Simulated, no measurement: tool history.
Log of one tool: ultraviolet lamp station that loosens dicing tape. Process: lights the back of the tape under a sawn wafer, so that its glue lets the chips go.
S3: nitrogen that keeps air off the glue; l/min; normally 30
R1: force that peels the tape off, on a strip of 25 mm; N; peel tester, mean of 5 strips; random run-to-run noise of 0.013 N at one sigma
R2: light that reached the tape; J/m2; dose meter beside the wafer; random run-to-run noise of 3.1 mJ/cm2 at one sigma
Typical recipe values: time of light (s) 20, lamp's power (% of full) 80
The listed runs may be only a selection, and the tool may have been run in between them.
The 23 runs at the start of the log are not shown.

run 24 day=47.917 | time_of_light_(s)=17 lamp's_power_(%_of_full)=67 S3=10 | R1=1.492 R2=3020
run 25 day=49.079 | time_of_light_(s)=11 lamp's_power_(%_of_full)=80 S3=30 | R1=1.511 R2=2320
run 26 day=51.142 | time_of_light_(s)=35 lamp's_power_(%_of_full)=70 S3=15 | R1=0.456 R2=6320
run 27 day=53.317 | time_of_light_(s)=35 lamp's_power_(%_of_full)=70 S3=15 | R1=0.468 R2=6360
run 28 day=55.921 | time_of_light_(s)=35 lamp's_power_(%_of_full)=70 S3=18 | R1=0.45 R2=6120
run 29 day=58.175 | time_of_light_(s)=35 lamp's_power_(%_of_full)=70 S3=18 | R1=0.469 R2=6110
run 30 day=59.858 | time_of_light_(s)=13 lamp's_power_(%_of_full)=95 S3=30 | R1=1.158 R2=2980
run 31 day=61.729 | time_of_light_(s)=20 lamp's_power_(%_of_full)=78 S3=30 | R1=0.877 R2=3810

The next listed run, before its measurement:
run 32 day=64.083 | time_of_light_(s)=10 lamp's_power_(%_of_full)=78 S3=28 | R1=? R2=?

Run 32 produced R1 1.977 N, R2 1860 J/m2.
With the hidden condition absent and the run-to-run variation left alone, this run would have shown R1 1.605 N, R2 2340 J/m2.
